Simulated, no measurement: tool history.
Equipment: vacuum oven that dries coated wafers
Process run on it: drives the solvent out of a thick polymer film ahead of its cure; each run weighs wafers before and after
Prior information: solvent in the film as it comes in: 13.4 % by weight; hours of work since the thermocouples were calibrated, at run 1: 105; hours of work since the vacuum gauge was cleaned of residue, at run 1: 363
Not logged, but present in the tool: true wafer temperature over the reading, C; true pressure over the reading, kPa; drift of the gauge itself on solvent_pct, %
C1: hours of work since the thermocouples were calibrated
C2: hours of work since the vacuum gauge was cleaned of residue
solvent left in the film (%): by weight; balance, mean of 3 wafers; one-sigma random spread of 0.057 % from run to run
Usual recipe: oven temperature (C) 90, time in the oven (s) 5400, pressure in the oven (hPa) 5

{"run": 1, "hour": 0.0, "oven temperature (C)": 90, "time in the oven (s)": 5400, "pressure in the oven (hPa)": 5, "C1": 105, "C2": 363, "solvent left in the film (%)": 2.84}
{"run": 2, "hour": 34.4, "oven temperature (C)": 90, "time in the oven (s)": 5400, "pressure in the oven (hPa)": 5, "C1": 132, "C2": 390, "solvent left in the film (%)": 2.79}
{"run": 3, "hour": 67.0, "oven temperature (C)": 90, "time in the oven (s)": 5400, "pressure in the oven (hPa)": 5, "C1": 158, "C2": 416, "solvent left in the film (%)": 2.86}
{"run": 4, "hour": 112.4, "oven temperature (C)": 90, "time in the oven (s)": 5400, "pressure in the oven (hPa)": 5, "C1": 193, "C2": 452, "solvent left in the film (%)": 2.86}
{"run": 5, "hour": 159.3, "oven temperature (C)": 83, "time in the oven (s)": 5400, "pressure in the oven (hPa)": 5, "C1": 230, "C2": 489, "solvent left in the film (%)": 4.08}
{"run": 6, "hour": 187.6, "oven temperature (C)": 103, "time in the oven (s)": 5400, "pressure in the oven (hPa)": 5, "C1": 253, "C2": 511, "solvent left in the film (%)": 1.15}
{"run": 7, "hour": 218.7, "oven temperature (C)": 87, "time in the oven (s)": 7500, "pressure in the oven (hPa)": 8.97, "C1": 277, "C2": 535, "solvent left in the film (%)": 2.48}
{"run": 8, "hour": 245.1, "oven temperature (C)": 92, "time in the oven (s)": 7320, "pressure in the oven (hPa)": 7.06, "C1": 298, "C2": 556, "solvent left in the film (%)": 1.75}
{"run": 9, "hour": 290.5, "oven temperature (C)": 86, "time in the oven (s)": 4320, "pressure in the oven (hPa)": 5, "C1": 333, "C2": 592, "solvent left in the film (%)": 4.44}
{"run": 10, "hour": 332.5, "oven temperature (C)": 96, "time in the oven (s)": 2760, "pressure in the oven (hPa)": 5, "C1": 366, "C2": 625, "solvent left in the film (%)": 4.43}

Forecast run 11:
{"run": 11, "hour": 378.9, "oven temperature (C)": 98, "time in the oven (s)": 7440, "pressure in the oven (hPa)": 3.18, "C1": 403, "C2": 661, "solvent left in the film (%)": "?"}

{"run 11": {"solvent left in the film (%)": 0.91}}
Had the tool carried no hidden state, the very same run would have given solvent left in the film (%) 0.79.
